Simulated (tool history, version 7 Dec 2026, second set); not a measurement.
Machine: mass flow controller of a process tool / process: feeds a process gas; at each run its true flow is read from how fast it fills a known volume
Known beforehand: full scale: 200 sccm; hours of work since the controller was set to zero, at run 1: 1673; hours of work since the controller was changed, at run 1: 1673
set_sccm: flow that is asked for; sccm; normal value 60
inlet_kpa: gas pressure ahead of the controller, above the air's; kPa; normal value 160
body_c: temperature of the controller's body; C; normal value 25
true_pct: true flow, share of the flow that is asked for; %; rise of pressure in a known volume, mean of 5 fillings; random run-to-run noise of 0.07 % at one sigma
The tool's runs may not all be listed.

| run | hour | set_sccm | inlet_kpa | body_c | hours of work since the controller was set to zero | hours of work since the controller was changed | true_pct |
|---|---|---|---|---|---|---|---|
| 1 | 0 | 60 | 160 | 25 | 1673 | 1673 | 99.01 |
| 2 | 61.7 | 60 | 160 | 25 | 1721 | 1721 | 99.01 |
| 3 | 146.2 | 60 | 160 | 25 | 1786 | 1786 | 99.21 |
| 4 | 209.4 | 60 | 160 | 25 | 1834 | 1834 | 99.15 |
| 5 | 301 | 60 | 160 | 25 | 1905 | 1905 | 98.91 |
| 6 | 380 | 60 | 160 | 25 | 1965 | 1965 | 99.16 |
| 7 | 475.8 | 60 | 160 | 26 | 2039 | 2039 | 99.04 |
| 8 | 520.6 | 60 | 160 | 26 | 2073 | 2073 | 98.94 |
| 9 | 574.3 | 60 | 160 | 20 | 2114 | 2114 | 99.41 |
| 10 | 645.5 | 60 | 160 | 20 | 2169 | 2169 | 99.45 |
| 11 | 717.8 | 32 | 160 | 25 | 2224 | 2224 | 99.34 |
| 12 | 762.4 | 32 | 160 | 25 | 2259 | 2259 | 99.25 |
| 13 | 810.1 | 32 | 160 | 25 | 2295 | 2295 | 99.18 |
| 14 | 885.5 | 32 | 160 | 25 | 2353 | 2353 | 99.29 |
| 15 | 943.4 | 32 | 160 | 25 | 2398 | 2398 | 99.28 |
| 16 | 999.6 | 32 | 160 | 25 | 2441 | 2441 | 99.29 |
| 17 | 1064 | 60 | 210 | 25 | 2490 | 2490 | 99.2 |
| 18 | 1103.6 | 60 | 210 | 25 | 2521 | 2521 | 99.19 |
| 19 | 1143.4 | 60 | 210 | 25 | 2551 | 2551 | 99.16 |
| 20 | 1217 | 60 | 210 | 25 | 2608 | 2608 | 99.22 |
| 21 | 1266.1 | 60 | 160 | 22 | 2645 | 2645 | 99.26 |
| 22 | 1317.5 | 48 | 160 | 25 | 2685 | 2685 | 98.96 |
| 23 | 1369.6 | 48 | 160 | 25 | 2725 | 2725 | 99 |
| 24 | 1446.6 | 27 | 160 | 25 | 2784 | 2784 | 99.53 |
| 25 | 1511.9 | 27 | 160 | 25 | 2834 | 2834 | 99.35 |
| 26 | 1605.9 | 27 | 191 | 31 | 2906 | 2906 | 99.03 |
| 27 | 1698.9 | 185 | 273 | 32 | 2978 | 2978 | 99.09 |
| 28 | 1777 | 185 | 273 | 32 | 3037 | 3037 | 99.02 |
| 29 | 1839.7 | 117 | 177 | 29 | 3086 | 3086 | 98.68 |
| 30 | 1921 | 117 | 177 | 25 | 3148 | 3148 | 99.03 |
| 31 | 2012.4 | 122 | 276 | 23 | 3218 | 3218 | 99.46 |
| 32 | 2074.7 | 122 | 276 | 23 | 3266 | 3266 | 99.49 |
| 33 | 2161.7 | 122 | 243 | 23 | 3333 | 3333 | 99.45 |
| 34 | 2225.5 | 187 | 274 | 25 | 3382 | 3382 | 99.51 |
| 35 | 2278.8 | 187 | 274 | 25 | 3423 | 3423 | 99.55 |
| 36 | 2347.5 | 187 | 274 | 25 | 3475 | 3475 | 99.52 |
| 37 | 2389.3 | 60 | 160 | 28 | 3508 | 3508 | 98.49 |
| 38 | 2429.1 | 123 | 203 | 21 | 3538 | 3538 | 99.2 |
| 39 | 2524.1 | 46 | 160 | 25 | 3611 | 3611 | 98.9 |
| 40 | 2563.3 | 60 | 173 | 38 | 3641 | 3641 | 97.88 |
| 41 | 2655.3 | 52 | 237 | 25 | 3712 | 3712 | 99.17 |
| 42 | 2718.2 | 157 | 160 | 25 | 3760 | 3760 | 98.64 |
| 43 | 2785.8 | 157 | 160 | 25 | 3812 | 3812 | 98.75 |
| 44 | 2882.4 | 157 | 160 | 25 | 3886 | 3886 | 98.81 |
| 45 | 2952 | 60 | 160 | 32 | 3939 | 3939 | 98.11 |
| 46 | 3008.5 | 75 | 215 | 32 | 3983 | 3983 | 98.47 |
| 47 | 3102.7 | 60 | 166 | 20 | 4055 | 4055 | 99.1 |
| 48 | 3161.3 | 60 | 195 | 25 | 4100 | 4100 | 98.8 |

Results per run with the tool's hidden condition removed, run-to-run variation unchanged:
Hidden state at play: flow at rest that the sensor doesn't see, % of full scale; true flow over the shown one, %; drift of the gauge itself on true_pct, %.
| run | true_pct |
|---|---|
| 1 | 99.08 |
| 2 | 99.09 |
| 3 | 99.3 |
| 4 | 99.25 |
| 5 | 99.03 |
| 6 | 99.28 |
| 7 | 99.18 |
| 8 | 99.09 |
| 9 | 99.57 |
| 10 | 99.62 |
| 11 | 99.14 |
| 12 | 99.05 |
| 13 | 98.98 |
| 14 | 99.09 |
| 15 | 99.09 |
| 16 | 99.1 |
| 17 | 99.42 |
| 18 | 99.41 |
| 19 | 99.39 |
| 20 | 99.46 |
| 21 | 99.51 |
| 22 | 99.09 |
| 23 | 99.13 |
| 24 | 99.17 |
| 25 | 98.99 |
| 26 | 98.68 |
| 27 | 99.76 |
| 28 | 99.71 |
| 29 | 99.27 |
| 30 | 99.64 |
| 31 | 100.1 |
| 32 | 100.13 |
| 33 | 100.11 |
| 34 | 100.28 |
| 35 | 100.34 |
| 36 | 100.32 |
| 37 | 98.89 |
| 38 | 99.92 |
| 39 | 99.13 |
| 40 | 98.3 |
| 41 | 99.51 |
| 42 | 99.47 |
| 43 | 99.59 |
| 44 | 99.68 |
| 45 | 98.58 |
| 46 | 99.08 |
| 47 | 99.59 |
| 48 | 99.29 |

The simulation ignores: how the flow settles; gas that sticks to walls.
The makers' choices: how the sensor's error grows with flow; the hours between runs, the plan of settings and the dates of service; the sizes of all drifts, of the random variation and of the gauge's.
